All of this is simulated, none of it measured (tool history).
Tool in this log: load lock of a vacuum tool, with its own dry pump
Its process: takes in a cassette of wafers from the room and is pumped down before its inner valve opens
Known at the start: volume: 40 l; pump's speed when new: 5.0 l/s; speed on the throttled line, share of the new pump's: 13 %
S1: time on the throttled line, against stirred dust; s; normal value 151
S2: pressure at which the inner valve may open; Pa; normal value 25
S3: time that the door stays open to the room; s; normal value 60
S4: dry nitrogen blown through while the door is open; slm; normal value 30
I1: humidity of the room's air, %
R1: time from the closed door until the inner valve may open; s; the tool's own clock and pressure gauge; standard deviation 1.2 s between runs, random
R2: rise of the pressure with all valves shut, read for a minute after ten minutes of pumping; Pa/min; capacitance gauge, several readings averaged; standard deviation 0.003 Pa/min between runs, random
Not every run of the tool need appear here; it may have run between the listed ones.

Run 1, day 0.000: usual settings; I1 43.7. Result: R1 198.4 s, R2 0.026 Pa/min.
Run 2, day 4.104: usual settings; I1 45.6. Result: R1 199.3 s, R2 0.029 Pa/min.
Run 3, day 9.162: usual settings; I1 44.8. Result: R1 197.8 s, R2 0.026 Pa/min.
Run 4, day 12.250: usual settings but S1 90 s; I1 45.1. Result: R1 146.0 s, R2 0.027 Pa/min.
Run 5, day 14.733: usual settings; I1 45.4. Result: R1 198.3 s, R2 0.027 Pa/min.
Run 6, day 19.558: usual settings; I1 43.9. Result: R1 199.6 s, R2 0.023 Pa/min.
Run 7, day 22.829: usual settings but S1 89 s; I1 45.2. Result: R1 145.3 s, R2 0.028 Pa/min.
Run 8, day 25.833: usual settings but S1 89 s; I1 44.5. Result: R1 144.5 s, R2 0.027 Pa/min.
Run 9, day 27.917: usual settings but S1 244 s, S2 39 Pa, S3 74 s, S4 15 slm; I1 43.7. Result: R1 276.5 s, R2 0.036 Pa/min.
Run 10, day 32.679: usual settings but S1 168 s, S2 22 Pa, S3 162 s, S4 10 slm; I1 45.2. Result: R1 213.7 s, R2 0.076 Pa/min.
Run 11, day 35.408: usual settings but S3 59 s; I1 44.0. Result: R1 196.1 s, R2 0.023 Pa/min.
Run 12, day 40.158: usual settings but S3 59 s; I1 47.1. Result: R1 199.3 s, R2 0.023 Pa/min.
Run 13, day 44.658: usual settings but S1 148 s, S2 34 Pa, S3 116 s, S4 23 slm; I1 46.1. Result: R1 193.2 s, R2 0.046 Pa/min.
Run 14, day 47.238: usual settings but S1 136 s, S2 21 Pa; I1 48.2. Result: R1 187.6 s, R2 0.023 Pa/min.
Run 15, day 50.958: usual settings but S1 110 s, S2 31 Pa, S4 12 slm; I1 45.3. Result: R1 160.5 s, R2 0.034 Pa/min.

4 options for the next run, each taken on its own from the tool as it stands now. Forecast them:
Run A, day 55.862: usual settings but S1 110 s, S2 23 Pa, S3 107 s, S4 9 slm; I1 42.9. Result: R1 ?, R2 ?.
Run B, day 55.862: usual settings but S4 26 slm; I1 46.4. Result: R1 ?, R2 ?.
Run C, day 55.862: usual settings but S1 118 s, S2 31 Pa, S3 107 s, S4 12 slm; I1 45.5. Result: R1 ?, R2 ?.
Run D, day 55.862: usual settings but S1 92 s, S2 31 Pa, S3 32 s, S4 4 slm; I1 46.4. Result: R1 ?, R2 ?.

run     R1     R2
  A  162.5  0.044
  B  198.4  0.029
  C  169.2  0.053
  D  145.9  0.023
With no hidden state in the tool, these same runs would have given:
run     R1     R2
  A  162.4  0.044
  B  198.4  0.029
  C  169.2  0.053
  D  145.9  0.023

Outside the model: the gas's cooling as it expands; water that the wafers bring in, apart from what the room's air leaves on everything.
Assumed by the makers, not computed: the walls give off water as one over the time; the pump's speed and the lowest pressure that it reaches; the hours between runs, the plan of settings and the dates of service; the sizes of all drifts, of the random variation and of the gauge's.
